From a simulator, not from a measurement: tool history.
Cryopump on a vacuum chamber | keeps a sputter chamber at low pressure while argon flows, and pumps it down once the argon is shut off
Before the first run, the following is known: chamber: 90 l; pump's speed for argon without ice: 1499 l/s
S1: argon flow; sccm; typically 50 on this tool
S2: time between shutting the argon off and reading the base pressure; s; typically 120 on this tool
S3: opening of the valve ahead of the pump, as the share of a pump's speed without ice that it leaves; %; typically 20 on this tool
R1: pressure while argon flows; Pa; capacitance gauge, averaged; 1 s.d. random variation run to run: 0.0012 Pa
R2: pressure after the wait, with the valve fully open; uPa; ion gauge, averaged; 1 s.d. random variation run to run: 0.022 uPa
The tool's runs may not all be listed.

run	hour	S1	S2	S3	R1	R2
1	0	50	120	20	0.2987	0.72
2	14.7	50	120	20	0.2988	0.77
3	36.8	50	120	20	0.3	0.76
4	56	50	112	20	0.2975	0.81
5	68.4	50	112	20	0.3004	0.84
6	85.8	50	112	20	0.2987	0.82
7	99.6	50	112	20	0.302	0.83
8	116.1	45	120	41	0.1404	0.81
9	135.2	50	120	17	0.3497	0.83
10	148.5	50	120	38	0.168	0.84
11	171.5	59	120	20	0.3551	0.86
12	189.8	50	92	46	0.1429	0.96
13	201.2	52	154	27	0.2365	0.83

Each row is a separate what-if for the run after 13, all from the same tool condition, not one after another. Results?
A	216	23	228	29	?	?
B	216	50	120	60	?	?
C	216	52	154	42	?	?

run	R1	R2
A	0.0988	0.72
B	0.1144	0.89
C	0.1619	0.85
Without the tool's unlogged condition, the same runs would have read:
run	R1	R2
A	0.0893	0.42
B	0.0937	0.6
C	0.1404	0.56

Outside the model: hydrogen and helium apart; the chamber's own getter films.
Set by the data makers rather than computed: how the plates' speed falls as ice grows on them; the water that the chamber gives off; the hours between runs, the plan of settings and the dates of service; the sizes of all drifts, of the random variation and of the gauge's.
